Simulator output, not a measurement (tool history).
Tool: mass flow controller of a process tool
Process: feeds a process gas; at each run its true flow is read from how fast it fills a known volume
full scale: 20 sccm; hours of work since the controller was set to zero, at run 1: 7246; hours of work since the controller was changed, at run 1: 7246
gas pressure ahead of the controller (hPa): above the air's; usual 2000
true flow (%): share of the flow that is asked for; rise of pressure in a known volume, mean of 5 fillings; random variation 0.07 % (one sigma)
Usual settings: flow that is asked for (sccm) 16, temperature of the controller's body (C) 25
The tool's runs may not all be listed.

run	day	flow that is asked for (sccm)	gas pressure ahead of the controller (hPa)	temperature of the controller's body (C)	hours of work since the controller was set to zero	hours of work since the controller was changed	true flow (%)
1	0.000	16	2000	25	7246	7246	103.52
2	14.554	16	2000	25	7412	7412	103.38
3	25.762	16	1940	25	7539	7539	103.62
4	37.242	16	1940	40	7670	7670	104.46
# day 51.508: controller's zero set anew
5	52.158	16	2000	30	7	7839	102.96
# day 68.729: controller exchanged for a calibrated one
6	69.983	16	2000	30	14	14	99.25
7	85.150	16	2000	25	187	187	99.20
8	103.358	16	2000	25	394	394	99.26
9	113.625	16	2000	25	511	511	99.39
10	122.533	16	2000	25	612	612	99.36
11	135.150	16	2000	33	756	756	99.86
12	146.425	16	2000	33	884	884	99.94
13	163.521	16	2000	33	1078	1078	100.19
14	174.879	16	2000	33	1208	1208	100.18
15	191.204	4	2000	33	1393	1393	98.88
16	208.004	2	2000	25	1584	1584	99.08
17	220.525	2	2000	25	1727	1727	99.39
18	235.979	16	2000	25	1903	1903	100.28
19	255.046	16	2000	36	2119	2119	100.92
20	274.050	16	2000	36	2336	2336	100.94
21	286.329	16	2000	36	2475	2475	101.06
22	294.229	16	2000	36	2565	2565	101.14
23	308.117	16	2000	36	2723	2723	101.29
24	323.554	16	2000	36	2899	2899	101.47
25	333.892	16	2000	25	3016	3016	100.85
26	350.238	13	2000	36	3202	3202	101.09
27	359.054	13	2000	38	3303	3303	101.39
28	370.896	7	2180	37	3437	3437	100.58
29	387.971	5	2640	36	3632	3632	100.55
30	403.462	5	2640	36	3808	3808	100.78
31	419.704	3	2080	29	3993	3993	101.72
32	432.375	11	2000	35	4137	4137	101.48
33	451.146	4	2730	25	4350	4350	101.01
34	467.733	13	2010	31	4539	4539	101.86
35	481.238	3	2390	21	4692	4692	101.82
36	490.658	12	2640	35	4800	4800	101.77
37	508.796	4	2640	32	5006	5006	101.93
38	523.583	4	2640	32	5174	5174	102.21
39	536.550	3	2000	25	5322	5322	103.04
40	555.462	5	1620	25	5537	5537	102.37
41	569.279	5	2380	40	5694	5694	102.82
42	583.100	3	1540	22	5851	5851	103.79
43	594.246	12	1790	22	5978	5978	102.25
44	610.492	3	2000	40	6163	6163	104.64
45	620.538	3	2000	40	6277	6277	104.82
46	634.942	3	1840	39	6441	6441	105.05
47	652.133	16	2000	33	6637	6637	103.59
48	670.329	16	2000	33	6843	6843	103.69
49	680.921	16	2000	33	6964	6964	103.71

Forecast each of these 3 alternatives for the next run:
A	697.304	16	2050	33	7150	7150	?
B	697.304	11	1560	33	7150	7150	?
C	697.304	16	2000	22	7150	7150	?

run	true flow (%)
A	103.78
B	103.80
C	103.45
Without the tool's hidden state the same runs would have given:
run	true flow (%)
A	99.56
B	99.18
C	99.23

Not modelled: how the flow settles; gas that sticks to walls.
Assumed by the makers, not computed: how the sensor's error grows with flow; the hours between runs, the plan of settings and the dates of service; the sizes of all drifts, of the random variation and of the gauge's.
